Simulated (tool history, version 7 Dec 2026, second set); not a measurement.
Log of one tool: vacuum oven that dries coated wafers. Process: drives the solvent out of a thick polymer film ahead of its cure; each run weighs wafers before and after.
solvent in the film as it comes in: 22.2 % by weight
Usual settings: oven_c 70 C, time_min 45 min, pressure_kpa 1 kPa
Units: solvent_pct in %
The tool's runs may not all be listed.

| run | hour | oven_c | time_min | pressure_kpa | solvent_pct |
|---|---|---|---|---|---|
| 1 | 0 | 70 | 45 | 1 | 3.8 |
| 2 | 43 | 70 | 45 | 1 | 3.82 |
| 3 | 93 | 70 | 45 | 1 | 3.89 |
| 4 | 143.8 | 70 | 69 | 1 | 1.73 |
| 5 | 198.9 | 70 | 69 | 1 | 1.75 |
| 6 | 235.4 | 70 | 45 | 0.91 | 3.77 |
| 7 | 268 | 70 | 45 | 0.91 | 3.69 |
| 8 | 325.1 | 70 | 45 | 0.91 | 3.69 |
| 9 | 362.3 | 70 | 45 | 0.91 | 3.73 |
| 10 | 427.3 | 70 | 45 | 0.91 | 3.77 |
| 11 | 461.8 | 70 | 36 | 1 | 5.08 |
| 12 | 499.9 | 70 | 50 | 1 | 3.14 |
| 13 | 570.7 | 70 | 50 | 1 | 3.18 |
| 14 | 613.9 | 70 | 45 | 1 | 3.74 |
| 15 | 683.1 | 70 | 45 | 1 | 3.7 |
| 16 | 755.8 | 70 | 45 | 1.79 | 3.86 |
| 17 | 822.5 | 70 | 78 | 1 | 1.3 |
| 18 | 861.4 | 70 | 78 | 1 | 1.37 |
| 19 | 891.9 | 70 | 78 | 1 | 1.29 |
| 20 | 958.7 | 70 | 78 | 1 | 1.33 |
| 21 | 1028.3 | 70 | 80 | 1 | 1.31 |
| 22 | 1073.3 | 70 | 80 | 1 | 1.24 |
| 23 | 1135 | 70 | 80 | 1 | 1.25 |
| 24 | 1170.5 | 79 | 25 | 1.46 | 4.92 |
| 25 | 1200.3 | 78 | 31 | 2.57 | 4.01 |
| 26 | 1249 | 66 | 31 | 1.68 | 7.19 |
| 27 | 1315.1 | 66 | 24 | 1.68 | 8.91 |
| 28 | 1378.6 | 66 | 24 | 1.68 | 8.88 |
|  | 1404.9 | vacuum gauge cleaned of residue and calibrated |
| 29 | 1412.1 | 66 | 24 | 1.68 | 8.86 |
| 30 | 1453.8 | 66 | 24 | 1.68 | 8.76 |
| 31 | 1496.1 | 70 | 46 | 2.88 | 3.84 |
| 32 | 1554.7 | 70 | 46 | 2.88 | 3.83 |
| 33 | 1596.2 | 72 | 61 | 0.56 | 1.64 |
| 34 | 1627.5 | 72 | 24 | 0.56 | 6.89 |
| 35 | 1692 | 82 | 43 | 0.68 | 1.35 |
| 36 | 1741.4 | 82 | 56 | 0.68 | 0.66 |
| 37 | 1773.3 | 59 | 33 | 0.91 | 8.58 |
| 38 | 1813 | 70 | 67 | 0.7 | 1.62 |
| 39 | 1883.9 | 70 | 25 | 3.42 | 7.66 |
| 40 | 1935.7 | 61 | 52 | 3.42 | 5.89 |
| 41 | 1970.6 | 61 | 52 | 3.42 | 5.82 |

Some steps in solvent_pct between neighbouring runs. How much of each would the tool show without its hidden state too (settings, what came in, random variation), and how much is left for the hidden state, with any gauge scatter that isn't in both results?
The hidden state here: true wafer temperature over the reading, C; true pressure over the reading, kPa; drift of the gauge itself on solvent_pct, %.
Run 23 -> 24: oven_c 70 -> 79, time_min 80 -> 25, pressure_kpa 1 -> 1.46. solvent_pct +3.67 %: hidden state -0.17, all else +3.84.
Run 34 -> 35: oven_c 72 -> 82, time_min 24 -> 43, pressure_kpa 0.56 -> 0.68. solvent_pct -5.54 %: hidden state +0.16, all else -5.7.
Run 36 -> 37: oven_c 82 -> 59, time_min 56 -> 33, pressure_kpa 0.68 -> 0.91. solvent_pct +7.92 %: hidden state -0.23, all else +8.15.
Run 37 -> 38: oven_c 59 -> 70, time_min 33 -> 67, pressure_kpa 0.91 -> 0.7. solvent_pct -6.96 %: hidden state +0.14, all else -7.1.
Run 38 -> 39: time_min 67 -> 25, pressure_kpa 0.7 -> 3.42. solvent_pct +6.04 %: hidden state -0.16, all else +6.2.
